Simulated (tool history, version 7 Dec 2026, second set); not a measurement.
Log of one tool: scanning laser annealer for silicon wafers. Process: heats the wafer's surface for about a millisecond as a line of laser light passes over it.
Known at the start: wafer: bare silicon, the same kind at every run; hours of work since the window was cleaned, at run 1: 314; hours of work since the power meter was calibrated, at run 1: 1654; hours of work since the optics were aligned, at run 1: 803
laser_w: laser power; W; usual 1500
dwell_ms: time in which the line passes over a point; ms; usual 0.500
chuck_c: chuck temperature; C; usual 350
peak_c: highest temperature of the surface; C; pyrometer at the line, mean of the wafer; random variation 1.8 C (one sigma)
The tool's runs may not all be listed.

run	hour	laser_w	dwell_ms	chuck_c	hours of work since the window was cleaned	hours of work since the power meter was calibrated	hours of work since the optics were aligned	peak_c
1	0.0	1500	0.500	350	314	1654	803	1049
2	54.1	1500	0.500	350	348	1688	837	1048
3	107.9	1500	0.491	350	382	1722	871	1035
4	169.5	1500	0.491	350	422	1761	910	1037
5	208.1	1500	0.486	350	446	1786	935	1031
6	266.0	1500	0.500	350	483	1823	972	1041
7	335.2	1500	0.500	350	527	1867	1015	1037
8	368.3	1500	0.538	350	548	1888	1037	1061
9	410.5	1500	0.538	350	575	1915	1063	1061
10	470.0	1500	0.500	350	612	1952	1101	1033
11	510.3	1500	0.500	350	638	1978	1127	1030
12	540.1	1500	0.403	350	657	1997	1146	962
13	583.8	1500	0.403	350	685	2025	1173	961
14	634.2	1500	0.566	350	717	2057	1205	1071
# hour 650.6: window over the wafer cleaned
15	702.6	1500	0.362	350	33	2099	1248	936
16	748.7	1500	0.362	350	62	2128	1277	937
17	777.2	1500	0.391	350	80	2146	1295	964
18	833.5	1500	0.500	350	116	2182	1331	1040
19	885.7	1500	0.500	350	149	2215	1364	1040
20	914.1	1437	0.500	350	167	2233	1382	1007
21	953.8	1437	0.500	350	193	2258	1407	1005
22	1007.5	1477	0.590	350	227	2292	1441	1085
23	1042.0	1609	0.590	340	249	2314	1463	1144
24	1072.5	1417	0.478	385	268	2334	1482	1012
# hour 1100.5: optics aligned, line set to its width
25	1114.1	1610	0.500	350	291	2357	9	1109
26	1177.7	1598	0.369	350	332	2397	49	997
27	1226.4	1320	0.500	328	363	2428	80	935
28	1285.6	1320	0.396	373	400	2466	118	911
29	1341.3	1433	0.572	361	435	2501	153	1072
30	1371.3	1500	0.500	372	455	2520	172	1073
31	1438.0	1500	0.500	372	497	2563	214	1070
32	1468.8	1632	0.500	365	516	2582	234	1124
33	1519.6	1534	0.420	350	549	2614	266	997
34	1576.5	1367	0.413	336	585	2651	302	903
35	1609.9	1491	0.586	350	606	2672	324	1092
36	1662.6	1555	0.487	337	640	2705	357	1047
37	1693.6	1382	0.500	323	659	2725	377	952
38	1757.9	1636	0.454	350	700	2766	417	1068
# hour 1796.2: window over the wafer cleaned
39	1796.2	1636	0.454	350	0	2789	441	1088
40	1826.5	1288	0.371	343	19	2808	460	855
41	1876.8	1493	0.500	339	51	2840	492	1041
42	1941.5	1434	0.559	350	92	2881	533	1058

Hidden state or all else? Some run-to-run changes of peak_c, split into what the settings, what came in and random variation would give without the hidden state, and what is left for the hidden state (with any gauge scatter that isn't in both results):
The hidden state here: light that passes the window, % of a clean one's; laser's true power over the reading, %; width of the line over the set one, %; drift of the gauge itself on peak_c, C.
Run 14 -> 15: dwell_ms 0.566 -> 0.362, window over the wafer cleaned. peak_c -135 C: hidden state +23, all else -158.
Run 24 -> 25: laser_w 1417 -> 1610, dwell_ms 0.478 -> 0.500, chuck_c 385 -> 350, optics aligned, line set to its width. peak_c +97 C: hidden state +13, all else +84.
Run 34 -> 35: laser_w 1367 -> 1491, dwell_ms 0.413 -> 0.586, chuck_c 336 -> 350. peak_c +189 C: hidden state -9, all else +198.
Run 38 -> 39: window over the wafer cleaned. peak_c +20 C: hidden state +20, all else +0.
Run 39 -> 40: laser_w 1636 -> 1288, dwell_ms 0.454 -> 0.371, chuck_c 350 -> 343. peak_c -233 C: hidden state +6, all else -239.
Run 40 -> 41: laser_w 1288 -> 1493, dwell_ms 0.371 -> 0.500, chuck_c 343 -> 339. peak_c +186 C: hidden state -7, all else +193.
